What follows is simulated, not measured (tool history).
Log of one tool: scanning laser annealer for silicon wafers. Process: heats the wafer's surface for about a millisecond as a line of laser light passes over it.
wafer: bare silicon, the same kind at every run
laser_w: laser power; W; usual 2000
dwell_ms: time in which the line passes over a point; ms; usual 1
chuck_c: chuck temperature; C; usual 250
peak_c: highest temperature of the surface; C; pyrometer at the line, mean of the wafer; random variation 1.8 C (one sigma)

run 1 day=0 | laser_w=2000 dwell_ms=1 chuck_c=250 | peak_c=921
run 2 day=0.5 | laser_w=1928 dwell_ms=1 chuck_c=250 | peak_c=893
run 3 day=1.333 | laser_w=2000 dwell_ms=1 chuck_c=250 | peak_c=919
run 4 day=2.258 | laser_w=2000 dwell_ms=1 chuck_c=250 | peak_c=918
run 5 day=3.2 | laser_w=2000 dwell_ms=1 chuck_c=250 | peak_c=918
run 6 day=3.958 | laser_w=2000 dwell_ms=1 chuck_c=242 | peak_c=910
run 7 day=4.667 | laser_w=1760 dwell_ms=1 chuck_c=250 | peak_c=817
run 8 day=5.588 | laser_w=1760 dwell_ms=1 chuck_c=250 | peak_c=814
-- day=6.346 window over the wafer cleaned
run 9 day=6.517 | laser_w=1760 dwell_ms=1 chuck_c=250 | peak_c=845
run 10 day=7.467 | laser_w=2000 dwell_ms=1 chuck_c=250 | peak_c=948
run 11 day=8.35 | laser_w=2000 dwell_ms=1 chuck_c=250 | peak_c=950
run 12 day=9.283 | laser_w=2000 dwell_ms=1 chuck_c=250 | peak_c=949
run 13 day=9.979 | laser_w=2000 dwell_ms=1 chuck_c=250 | peak_c=949
run 14 day=10.858 | laser_w=2000 dwell_ms=1 chuck_c=250 | peak_c=943
run 15 day=11.825 | laser_w=2000 dwell_ms=1 chuck_c=250 | peak_c=946
run 16 day=12.492 | laser_w=1807 dwell_ms=1 chuck_c=250 | peak_c=862
run 17 day=12.896 | laser_w=2000 dwell_ms=1 chuck_c=250 | peak_c=945
run 18 day=13.388 | laser_w=2000 dwell_ms=1 chuck_c=250 | peak_c=944
run 19 day=14.154 | laser_w=2000 dwell_ms=1 chuck_c=250 | peak_c=940
run 20 day=15.112 | laser_w=2000 dwell_ms=1 chuck_c=250 | peak_c=943
run 21 day=15.733 | laser_w=1881 dwell_ms=0.72 chuck_c=231 | peak_c=765
run 22 day=16.5 | laser_w=1881 dwell_ms=0.73 chuck_c=231 | peak_c=773
run 23 day=17.258 | laser_w=1881 dwell_ms=0.73 chuck_c=231 | peak_c=772
run 24 day=18.071 | laser_w=2052 dwell_ms=1.04 chuck_c=276 | peak_c=1005
run 25 day=18.821 | laser_w=2020 dwell_ms=1.23 chuck_c=250 | peak_c=1029
run 26 day=19.696 | laser_w=2015 dwell_ms=0.83 chuck_c=250 | peak_c=879
run 27 day=20.442 | laser_w=2015 dwell_ms=1.17 chuck_c=250 | peak_c=1011
run 28 day=21.292 | laser_w=2036 dwell_ms=1 chuck_c=270 | peak_c=973
run 29 day=21.742 | laser_w=2000 dwell_ms=0.85 chuck_c=290 | peak_c=918
run 30 day=22.171 | laser_w=2000 dwell_ms=0.85 chuck_c=290 | peak_c=920
run 31 day=22.762 | laser_w=2167 dwell_ms=0.9 chuck_c=277 | peak_c=999
run 32 day=23.262 | laser_w=2018 dwell_ms=1.08 chuck_c=286 | peak_c=1006
run 33 day=24.083 | laser_w=2018 dwell_ms=1.08 chuck_c=286 | peak_c=1009
run 34 day=24.592 | laser_w=2043 dwell_ms=0.7 chuck_c=260 | peak_c=841
run 35 day=25.138 | laser_w=1835 dwell_ms=0.93 chuck_c=260 | peak_c=849
run 36 day=25.917 | laser_w=1835 dwell_ms=0.93 chuck_c=260 | peak_c=853
run 37 day=26.762 | laser_w=2000 dwell_ms=0.79 chuck_c=250 | peak_c=852
run 38 day=27.333 | laser_w=1859 dwell_ms=0.97 chuck_c=214 | peak_c=825
run 39 day=28.3 | laser_w=2000 dwell_ms=1.04 chuck_c=250 | peak_c=951
run 40 day=28.888 | laser_w=2053 dwell_ms=0.7 chuck_c=272 | peak_c=852

Forecast each of these 4 alternatives for the next run:
run A day=29.742 | laser_w=2112 dwell_ms=0.87 chuck_c=271 | peak_c=?
run B day=29.742 | laser_w=1989 dwell_ms=0.75 chuck_c=239 | peak_c=?
run C day=29.742 | laser_w=1757 dwell_ms=1.09 chuck_c=273 | peak_c=?
run D day=29.742 | laser_w=2180 dwell_ms=0.94 chuck_c=222 | peak_c=?

run=A peak_c=946
run=B peak_c=820
run=C peak_c=878
run=D peak_c=959
Without the tool's hidden state the same runs would have given:
run=A peak_c=973
run=B peak_c=843
run=C peak_c=902
run=D peak_c=989

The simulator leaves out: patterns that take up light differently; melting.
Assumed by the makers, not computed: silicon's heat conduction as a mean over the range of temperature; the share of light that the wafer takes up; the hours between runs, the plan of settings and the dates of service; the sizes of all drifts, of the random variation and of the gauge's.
